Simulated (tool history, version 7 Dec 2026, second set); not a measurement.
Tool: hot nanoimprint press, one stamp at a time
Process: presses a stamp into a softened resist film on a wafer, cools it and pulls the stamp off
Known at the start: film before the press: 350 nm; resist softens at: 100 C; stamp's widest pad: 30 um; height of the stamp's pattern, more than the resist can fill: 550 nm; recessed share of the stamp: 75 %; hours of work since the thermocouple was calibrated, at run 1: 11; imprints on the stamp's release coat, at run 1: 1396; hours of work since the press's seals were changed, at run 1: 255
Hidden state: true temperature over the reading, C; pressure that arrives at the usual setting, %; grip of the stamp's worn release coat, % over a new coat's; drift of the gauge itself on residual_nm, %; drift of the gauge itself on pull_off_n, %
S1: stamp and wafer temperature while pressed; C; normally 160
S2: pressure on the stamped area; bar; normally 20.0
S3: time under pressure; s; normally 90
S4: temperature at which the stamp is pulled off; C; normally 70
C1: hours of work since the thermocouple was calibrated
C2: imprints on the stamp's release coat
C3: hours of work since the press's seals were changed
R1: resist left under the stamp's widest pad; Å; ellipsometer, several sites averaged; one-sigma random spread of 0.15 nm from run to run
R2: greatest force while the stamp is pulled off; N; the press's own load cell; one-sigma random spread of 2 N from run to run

| run | day | S1 | S2 | S3 | S4 | C1 | C2 | C3 | R1 | R2 |
|---|---|---|---|---|---|---|---|---|---|---|
| 1 | 0.000 | 160 | 20.0 | 90 | 70 | 11 | 1396 | 255 | 2006 | 114 |
| 2 | 0.583 | 160 | 20.0 | 90 | 70 | 20 | 1463 | 263 | 2003 | 108 |
| 3 | 1.021 | 160 | 20.0 | 90 | 70 | 26 | 1513 | 270 | 2004 | 112 |
| 4 | 1.450 | 160 | 20.0 | 90 | 70 | 33 | 1563 | 276 | 2001 | 109 |
| 5 | 2.021 | 160 | 20.0 | 140 | 70 | 41 | 1629 | 285 | 1726 | 105 |
| 6 | 2.571 | 160 | 20.0 | 90 | 70 | 50 | 1693 | 293 | 1999 | 110 |
| 7 | 3.221 | 160 | 20.0 | 90 | 70 | 59 | 1768 | 302 | 1997 | 111 |
| 8 | 3.642 | 169 | 20.0 | 90 | 70 | 65 | 1817 | 309 | 1461 | 112 |
| 9 | 3.921 | 169 | 20.0 | 90 | 70 | 70 | 1849 | 313 | 1459 | 109 |
|  | 4.533 | stamp cleaned and given a new release coat |
| 10 | 4.825 | 169 | 20.0 | 90 | 70 | 79 | 34 | 323 | 1457 | 110 |
| 11 | 5.129 | 169 | 20.0 | 90 | 70 | 84 | 69 | 327 | 1455 | 108 |
| 12 | 5.642 | 160 | 20.0 | 90 | 70 | 92 | 128 | 335 | 1992 | 106 |
| 13 | 6.067 | 160 | 20.0 | 69 | 70 | 98 | 178 | 341 | 2154 | 111 |
| 14 | 6.700 | 160 | 20.0 | 50 | 70 | 107 | 251 | 351 | 2354 | 110 |
| 15 | 7.067 | 160 | 20.0 | 90 | 70 | 113 | 293 | 356 | 1988 | 110 |
| 16 | 7.558 | 160 | 20.0 | 90 | 70 | 120 | 350 | 363 | 1987 | 109 |
| 17 | 8.017 | 153 | 28.7 | 90 | 70 | 127 | 403 | 370 | 2195 | 112 |
| 18 | 8.629 | 150 | 27.8 | 106 | 62 | 136 | 474 | 379 | 2344 | 124 |
| 19 | 8.912 | 160 | 20.0 | 56 | 70 | 140 | 507 | 383 | 2275 | 107 |
| 20 | 9.204 | 165 | 12.5 | 101 | 76 | 144 | 540 | 388 | 1967 | 104 |
| 21 | 9.817 | 165 | 12.5 | 101 | 76 | 154 | 611 | 397 | 1962 | 102 |
| 22 | 10.392 | 153 | 12.5 | 79 | 76 | 162 | 678 | 405 | 2844 | 101 |
| 23 | 10.658 | 165 | 21.0 | 135 | 76 | 166 | 709 | 409 | 1400 | 102 |
| 24 | 11.012 | 165 | 30.6 | 135 | 69 | 171 | 750 | 415 | 1156 | 113 |
| 25 | 11.504 | 165 | 30.6 | 135 | 69 | 179 | 806 | 422 | 1158 | 112 |
| 26 | 12.133 | 162 | 29.6 | 108 | 69 | 188 | 879 | 431 | 1443 | 113 |
| 27 | 12.554 | 160 | 20.0 | 67 | 55 | 194 | 928 | 438 | 2153 | 131 |
| 28 | 12.921 | 160 | 29.3 | 90 | 70 | 200 | 970 | 443 | 1672 | 109 |
| 29 | 13.475 | 156 | 15.6 | 90 | 70 | 208 | 1034 | 451 | 2435 | 113 |

Some steps in R1, run to run, broken into two amounts with sign: the step expected even without the hidden condition (settings, incoming material, random variation), and the rest, left for the hidden condition together with whatever gauge scatter is not in both the measured and the hidden-condition-free result:
Run 21 -> 22: S1 165 -> 153, S3 101 -> 79. R1 +882 Å: hidden state -14, all else +896.
Run 22 -> 23: S1 153 -> 165, S2 12.5 -> 21.0, S3 79 -> 135. R1 -1444 Å: hidden state +21, all else -1465.
Run 28 -> 29: S1 160 -> 156, S2 29.3 -> 15.6. R1 +763 Å: hidden state -16, all else +779.

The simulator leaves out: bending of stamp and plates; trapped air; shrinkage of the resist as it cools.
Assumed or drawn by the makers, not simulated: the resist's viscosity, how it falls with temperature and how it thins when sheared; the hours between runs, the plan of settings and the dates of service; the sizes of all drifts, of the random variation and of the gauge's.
